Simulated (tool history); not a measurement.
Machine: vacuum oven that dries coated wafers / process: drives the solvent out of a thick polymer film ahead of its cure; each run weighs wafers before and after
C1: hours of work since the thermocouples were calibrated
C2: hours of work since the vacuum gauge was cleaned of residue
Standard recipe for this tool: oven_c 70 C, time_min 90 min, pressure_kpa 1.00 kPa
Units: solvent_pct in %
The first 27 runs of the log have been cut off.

run 28 hour=1279.2 | oven_c=75 time_min=129 pressure_kpa=1.75 | C1=71 C2=1349 | solvent_pct=0.78
run 29 hour=1331.3 | oven_c=75 time_min=129 pressure_kpa=1.75 | C1=111 C2=1389 | solvent_pct=0.85
run 30 hour=1364.9 | oven_c=73 time_min=124 pressure_kpa=1.75 | C1=137 C2=1415 | solvent_pct=0.88
run 31 hour=1416.4 | oven_c=73 time_min=124 pressure_kpa=1.75 | C1=176 C2=1454 | solvent_pct=0.84
run 32 hour=1443.8 | oven_c=67 time_min=53 pressure_kpa=2.88 | C1=197 C2=1475 | solvent_pct=4.70
run 33 hour=1490.3 | oven_c=70 time_min=90 pressure_kpa=2.61 | C1=233 C2=1511 | solvent_pct=1.86
run 34 hour=1542.5 | oven_c=62 time_min=151 pressure_kpa=1.00 | C1=273 C2=1551 | solvent_pct=1.16
run 35 hour=1604.2 | oven_c=62 time_min=151 pressure_kpa=1.00 | C1=320 C2=1598 | solvent_pct=1.27
run 36 hour=1651.8 | oven_c=72 time_min=93 pressure_kpa=1.00 | C1=356 C2=1634 | solvent_pct=0.96
run 37 hour=1705.2 | oven_c=58 time_min=70 pressure_kpa=0.57 | C1=397 C2=1675 | solvent_pct=5.04
run 38 hour=1731.6 | oven_c=70 time_min=66 pressure_kpa=1.00 | C1=418 C2=1695 | solvent_pct=2.23
run 39 hour=1794.9 | oven_c=78 time_min=88 pressure_kpa=2.79 | C1=466 C2=1744 | solvent_pct=1.12
run 40 hour=1852.0 | oven_c=78 time_min=88 pressure_kpa=2.79 | C1=510 C2=1788 | solvent_pct=1.08
run 41 hour=1904.7 | oven_c=78 time_min=88 pressure_kpa=2.79 | C1=550 C2=1828 | solvent_pct=1.15
run 42 hour=1932.3 | oven_c=78 time_min=88 pressure_kpa=2.79 | C1=571 C2=1849 | solvent_pct=1.14
run 43 hour=1962.2 | oven_c=69 time_min=96 pressure_kpa=3.03 | C1=594 C2=1872 | solvent_pct=2.09
run 44 hour=2007.3 | oven_c=55 time_min=90 pressure_kpa=0.99 | C1=629 C2=1906 | solvent_pct=4.71
run 45 hour=2040.7 | oven_c=55 time_min=90 pressure_kpa=0.99 | C1=654 C2=1932 | solvent_pct=4.72
run 46 hour=2074.7 | oven_c=55 time_min=90 pressure_kpa=0.99 | C1=680 C2=1958 | solvent_pct=4.75
run 47 hour=2106.6 | oven_c=75 time_min=70 pressure_kpa=0.99 | C1=705 C2=1983 | solvent_pct=1.18
run 48 hour=2165.1 | oven_c=75 time_min=70 pressure_kpa=0.99 | C1=750 C2=2027 | solvent_pct=1.19

3 ways to go on from here, each from the tool as it stands after run 48. What would each give?
run A hour=2193.8 | oven_c=63 time_min=70 pressure_kpa=0.99 | C1=772 C2=2049 | solvent_pct=?
run B hour=2193.8 | oven_c=74 time_min=90 pressure_kpa=1.00 | C1=772 C2=2049 | solvent_pct=?
run C hour=2193.8 | oven_c=68 time_min=121 pressure_kpa=0.71 | C1=772 C2=2049 | solvent_pct=?

run=A solvent_pct=3.57
run=B solvent_pct=0.85
run=C solvent_pct=0.85
Without the tool's unlogged condition, the same runs would have read:
run=A solvent_pct=3.61
run=B solvent_pct=0.78
run=C solvent_pct=0.74

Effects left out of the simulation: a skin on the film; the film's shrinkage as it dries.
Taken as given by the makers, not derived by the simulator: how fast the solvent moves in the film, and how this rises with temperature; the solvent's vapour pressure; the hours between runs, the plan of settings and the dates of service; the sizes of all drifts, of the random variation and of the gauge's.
